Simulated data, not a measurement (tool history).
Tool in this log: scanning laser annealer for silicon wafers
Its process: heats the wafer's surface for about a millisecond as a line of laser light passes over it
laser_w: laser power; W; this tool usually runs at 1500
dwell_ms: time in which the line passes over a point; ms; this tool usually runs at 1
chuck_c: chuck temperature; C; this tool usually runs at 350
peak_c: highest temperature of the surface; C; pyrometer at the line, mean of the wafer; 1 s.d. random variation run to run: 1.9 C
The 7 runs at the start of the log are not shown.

| run | hour | laser_w | dwell_ms | chuck_c | peak_c |
|---|---|---|---|---|---|
| 8 | 209.3 | 1313 | 1 | 350 | 959 |
| 9 | 238.7 | 1500 | 1.06 | 350 | 1078 |
| 10 | 268.4 | 1500 | 1.06 | 350 | 1075 |
| 11 | 287.2 | 1500 | 1.06 | 350 | 1078 |
| 12 | 310.8 | 1500 | 1.06 | 350 | 1073 |
| 13 | 340.2 | 1500 | 1.06 | 350 | 1075 |
| 14 | 363.4 | 1500 | 1.06 | 350 | 1068 |
| 15 | 399 | 1500 | 1.06 | 350 | 1071 |
| 16 | 423 | 1370 | 1 | 350 | 986 |
| 17 | 440.5 | 1470 | 1 | 350 | 1039 |
| 18 | 467.5 | 1470 | 1 | 350 | 1037 |
| 19 | 505.8 | 1470 | 0.98 | 350 | 1030 |
| 20 | 541.8 | 1470 | 0.98 | 350 | 1025 |
| 21 | 573.9 | 1359 | 0.79 | 350 | 913 |
| 22 | 594.9 | 1359 | 1.13 | 348 | 1004 |
| 23 | 634.2 | 1531 | 0.74 | 376 | 1000 |
|  | 639.6 | laser's power meter calibrated |
| 24 | 665.1 | 1531 | 0.74 | 376 | 999 |
| 25 | 690.9 | 1547 | 1.09 | 321 | 1070 |
| 26 | 714.2 | 1547 | 1.09 | 321 | 1068 |
| 27 | 752.1 | 1500 | 0.82 | 350 | 986 |
| 28 | 789.8 | 1428 | 1.14 | 350 | 1044 |
| 29 | 810.7 | 1486 | 0.81 | 350 | 974 |
| 30 | 847.1 | 1604 | 1.2 | 329 | 1136 |

Run 31 comes next. What will it give?
|  | 870.5 | laser's power meter calibrated, once more |
| 31 | 872.8 | 1606 | 0.77 | 327 | ? |

{"run 31": {"peak_c": 1001}}
On a tool with no hidden condition, and with the same random variation, this run would have come out at peak_c 1039 C.

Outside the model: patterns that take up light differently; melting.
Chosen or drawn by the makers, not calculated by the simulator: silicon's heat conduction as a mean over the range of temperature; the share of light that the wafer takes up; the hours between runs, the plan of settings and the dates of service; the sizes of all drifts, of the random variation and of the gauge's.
